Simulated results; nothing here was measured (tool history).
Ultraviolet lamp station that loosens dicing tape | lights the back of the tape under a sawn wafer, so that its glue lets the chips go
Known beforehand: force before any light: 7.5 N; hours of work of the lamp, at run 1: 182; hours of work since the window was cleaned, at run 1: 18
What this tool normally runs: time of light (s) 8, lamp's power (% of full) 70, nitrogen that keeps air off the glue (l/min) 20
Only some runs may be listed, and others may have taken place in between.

run,day,time of light (s),lamp's power (% of full),nitrogen that keeps air off the glue (l/min),hours of work of the lamp,hours of work since the window was cleaned,force that peels the tape off (N),light that reached the tape (mJ/cm²)
1,0,8,70,20,182,18,0.291,489
2,0.417,8,70,20,188,24,0.302,480
3,0.996,8,70,38,196,33,0.188,481
4,1.571,8,92,20,204,41,0.165,627
5,2.067,8,92,20,212,48,0.171,623
6,2.404,8,92,20,216,53,0.184,620
7,2.904,8,92,20,224,60,0.18,620
8,3.662,8,92,20,235,71,0.183,610
9,4.433,8,70,20,246,82,0.332,465
10,4.767,8,62,20,250,87,0.425,408
11,5.271,6,70,20,258,94,0.624,349
12,5.612,14,70,20,263,99,0.135,806
13,6.138,13,70,20,270,107,0.136,749
14,6.533,8,70,20,276,112,0.351,460
15,7.183,8,70,20,285,122,0.343,456
16,8.008,8,65,20,297,134,0.393,420
17,8.462,8,65,20,304,140,0.416,418
18,8.842,8,65,20,309,146,0.423,421
19,9.412,8,90,20,317,154,0.21,573
20,9.867,8,70,20,324,160,0.368,440
21,10.342,8,98,20,331,167,0.18,623
22,10.688,8,98,20,336,172,0.192,615
23,11.217,8,71,20,343,180,0.358,446
24,11.6,5,72,15,349,185,1.205,283
25,12.1,5,72,15,356,193,1.194,282
26,12.638,5,72,15,364,200,1.258,277
27,13.296,5,67,15,373,210,1.351,255
28,14.012,4,66,31,384,220,1.289,205
29,14.767,4,66,31,395,231,1.313,200
30,15.446,4,68,31,404,241,1.246,204
31,15.808,4,68,31,410,246,1.266,204
32,16.288,8,98,11,416,253,0.35,586
33,16.996,8,99,36,427,263,0.151,580
34,17.75,8,99,36,438,274,0.132,586
35,18.579,8,73,16,450,286,0.488,431
36,19.258,5,69,34,459,296,0.801,253

The next listed run, before its measurement:
37,19.675,5,69,34,465,302,?,?

Run 37 came out at force that peels the tape off (N) 0.83, light that reached the tape (mJ/cm²) 246.
With no hidden state in the tool, this same run would have given force that peels the tape off (N) 0.483, light that reached the tape (mJ/cm²) 317.

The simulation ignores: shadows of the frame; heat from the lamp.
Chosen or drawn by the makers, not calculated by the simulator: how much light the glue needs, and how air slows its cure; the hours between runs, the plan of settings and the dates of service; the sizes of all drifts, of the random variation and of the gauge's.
